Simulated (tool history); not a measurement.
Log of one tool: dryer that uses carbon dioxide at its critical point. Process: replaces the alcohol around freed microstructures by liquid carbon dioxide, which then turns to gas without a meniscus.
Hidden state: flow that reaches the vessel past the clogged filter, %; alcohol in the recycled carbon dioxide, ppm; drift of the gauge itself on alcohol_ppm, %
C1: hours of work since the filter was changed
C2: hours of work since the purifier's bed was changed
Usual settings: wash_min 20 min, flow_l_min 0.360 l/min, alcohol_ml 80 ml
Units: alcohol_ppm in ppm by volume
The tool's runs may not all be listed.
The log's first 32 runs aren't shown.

{"run": 33, "hour": 343.9, "wash_min": 20, "flow_l_min": 0.544, "alcohol_ml": 23, "C1": 429, "C2": 435, "alcohol_ppm": 26}
{"run": 34, "hour": 358.8, "wash_min": 20, "flow_l_min": 0.544, "alcohol_ml": 23, "C1": 440, "C2": 446, "alcohol_ppm": 24}
{"run": 35, "hour": 366.7, "wash_min": 14, "flow_l_min": 0.312, "alcohol_ml": 78, "C1": 446, "C2": 452, "alcohol_ppm": 2268}
{"run": 36, "hour": 375.9, "wash_min": 20, "flow_l_min": 0.24, "alcohol_ml": 51, "C1": 453, "C2": 459, "alcohol_ppm": 1143}
{"run": 37, "hour": 384.4, "wash_min": 14, "flow_l_min": 0.602, "alcohol_ml": 68, "C1": 459, "C2": 465, "alcohol_ppm": 99}
{"run": 38, "hour": 396.5, "wash_min": 14, "flow_l_min": 0.602, "alcohol_ml": 68, "C1": 468, "C2": 474, "alcohol_ppm": 99}
{"run": 39, "hour": 407.1, "wash_min": 14, "flow_l_min": 0.602, "alcohol_ml": 23, "C1": 476, "C2": 482, "alcohol_ppm": 45}
{"run": 40, "hour": 417.6, "wash_min": 14, "flow_l_min": 0.602, "alcohol_ml": 23, "C1": 484, "C2": 490, "alcohol_ppm": 45}
{"run": 41, "hour": 424.3, "wash_min": 25, "flow_l_min": 0.602, "alcohol_ml": 57, "C1": 489, "C2": 495, "alcohol_ppm": 14}
{"run": 42, "hour": 430.5, "wash_min": 25, "flow_l_min": 0.563, "alcohol_ml": 57, "C1": 493, "C2": 499, "alcohol_ppm": 27}
{"run": 43, "hour": 439.2, "wash_min": 26, "flow_l_min": 0.294, "alcohol_ml": 42, "C1": 500, "C2": 506, "alcohol_ppm": 128}
{"run": 44, "hour": 448.2, "wash_min": 26, "flow_l_min": 0.294, "alcohol_ml": 42, "C1": 506, "C2": 512, "alcohol_ppm": 132}
{"run": 45, "hour": 454.8, "wash_min": 24, "flow_l_min": 0.285, "alcohol_ml": 80, "C1": 511, "C2": 517, "alcohol_ppm": 380}
{"run": 46, "hour": 466.9, "wash_min": 25, "flow_l_min": 0.466, "alcohol_ml": 58, "C1": 520, "C2": 526, "alcohol_ppm": 36}

3 ways to go on from here, each from the tool as it stands after run 46. What would each give?
{"run": "A", "hour": 480.8, "wash_min": 29, "flow_l_min": 0.254, "alcohol_ml": 85, "C1": 531, "C2": 537, "alcohol_ppm": "?"}
{"run": "B", "hour": 480.8, "wash_min": 13, "flow_l_min": 0.457, "alcohol_ml": 47, "C1": 531, "C2": 537, "alcohol_ppm": "?"}
{"run": "C", "hour": 480.8, "wash_min": 14, "flow_l_min": 0.311, "alcohol_ml": 78, "C1": 531, "C2": 537, "alcohol_ppm": "?"}

run=A alcohol_ppm=298
run=B alcohol_ppm=422
run=C alcohol_ppm=2476
Without the tool's hidden state the same runs would have given:
run=A alcohol_ppm=132
run=B alcohol_ppm=210
run=C alcohol_ppm=1536

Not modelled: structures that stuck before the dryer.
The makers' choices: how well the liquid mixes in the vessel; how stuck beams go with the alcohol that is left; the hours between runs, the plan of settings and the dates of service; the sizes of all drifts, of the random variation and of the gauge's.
